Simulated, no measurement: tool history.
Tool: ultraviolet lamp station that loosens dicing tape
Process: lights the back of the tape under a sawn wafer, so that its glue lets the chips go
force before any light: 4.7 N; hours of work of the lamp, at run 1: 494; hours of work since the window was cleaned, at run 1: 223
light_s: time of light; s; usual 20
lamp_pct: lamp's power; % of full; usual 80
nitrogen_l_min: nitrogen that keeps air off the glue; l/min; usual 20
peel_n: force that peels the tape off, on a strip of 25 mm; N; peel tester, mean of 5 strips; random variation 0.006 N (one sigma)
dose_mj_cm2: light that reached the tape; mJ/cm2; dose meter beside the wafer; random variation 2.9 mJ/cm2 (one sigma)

| run | hour | light_s | lamp_pct | nitrogen_l_min | hours of work of the lamp | hours of work since the window was cleaned | peel_n | dose_mj_cm2 |
|---|---|---|---|---|---|---|---|---|
| 1 | 0 | 20 | 80 | 20 | 494 | 223 | 0.205 | 339 |
| 2 | 51.1 | 20 | 80 | 20 | 525 | 254 | 0.216 | 336 |
| 3 | 102 | 20 | 80 | 20 | 556 | 284 | 0.223 | 327 |
| 4 | 149.3 | 20 | 84 | 20 | 585 | 313 | 0.221 | 342 |
| 5 | 197.8 | 20 | 84 | 28 | 614 | 342 | 0.194 | 337 |
| 6 | 255.1 | 20 | 84 | 28 | 648 | 377 | 0.209 | 325 |
| 7 | 313.6 | 20 | 80 | 29 | 684 | 412 | 0.222 | 307 |
| 8 | 374.9 | 20 | 80 | 20 | 721 | 449 | 0.265 | 298 |
| 9 | 431 | 20 | 80 | 20 | 754 | 483 | 0.272 | 291 |
| 10 | 471 | 17 | 80 | 20 | 779 | 507 | 0.388 | 238 |
| 11 | 511 | 17 | 80 | 20 | 803 | 531 | 0.395 | 240 |
|  | 523.2 | window cleaned of glue's vapour |
| 12 | 573.1 | 17 | 80 | 20 | 840 | 30 | 0.449 | 231 |
| 13 | 631.3 | 17 | 80 | 20 | 875 | 65 | 0.456 | 221 |
|  | 684 | window cleaned of glue's vapour, once more |
| 14 | 684 | 26 | 96 | 40 | 906 | 0 | 0.139 | 512 |
| 15 | 741.8 | 20 | 65 | 20 | 941 | 35 | 0.342 | 262 |
| 16 | 792 | 20 | 65 | 20 | 972 | 65 | 0.354 | 258 |
| 17 | 828.3 | 25 | 67 | 20 | 994 | 87 | 0.225 | 333 |
| 18 | 880.8 | 25 | 67 | 20 | 1025 | 119 | 0.25 | 323 |
| 19 | 922.9 | 13 | 75 | 18 | 1051 | 144 | 0.674 | 188 |
| 20 | 965.4 | 31 | 71 | 20 | 1076 | 170 | 0.165 | 413 |
| 21 | 1003.5 | 20 | 80 | 13 | 1099 | 193 | 0.333 | 292 |
| 22 | 1057.8 | 14 | 66 | 13 | 1132 | 225 | 0.923 | 166 |
| 23 | 1106.6 | 28 | 62 | 8 | 1161 | 255 | 0.387 | 312 |

Hidden state at the last listed run before each entry between runs and at the first one after, where it differs:
Between runs 11 and 12: window cleaned of glue's vapour (hour 523.2)
  lamp's light, % of a new lamp's: 83 -> 82.2; light that the window lets through, % of a clean one's: 83 -> 79.4
  measured less the result without the state, peel_n: +0.189 -> +0.238 N; dose_mj_cm2: -107 -> -121 mJ/cm2
Between runs 13 and 14: window cleaned of glue's vapour, once more (hour 684)
  lamp's light, % of a new lamp's: 81.5 -> 80.8; light that the window lets through, % of a clean one's: 78.3 -> 99.5
  measured less the result without the state, peel_n: +0.251 -> +0.003 N; dose_mj_cm2: -127 -> -125 mJ/cm2
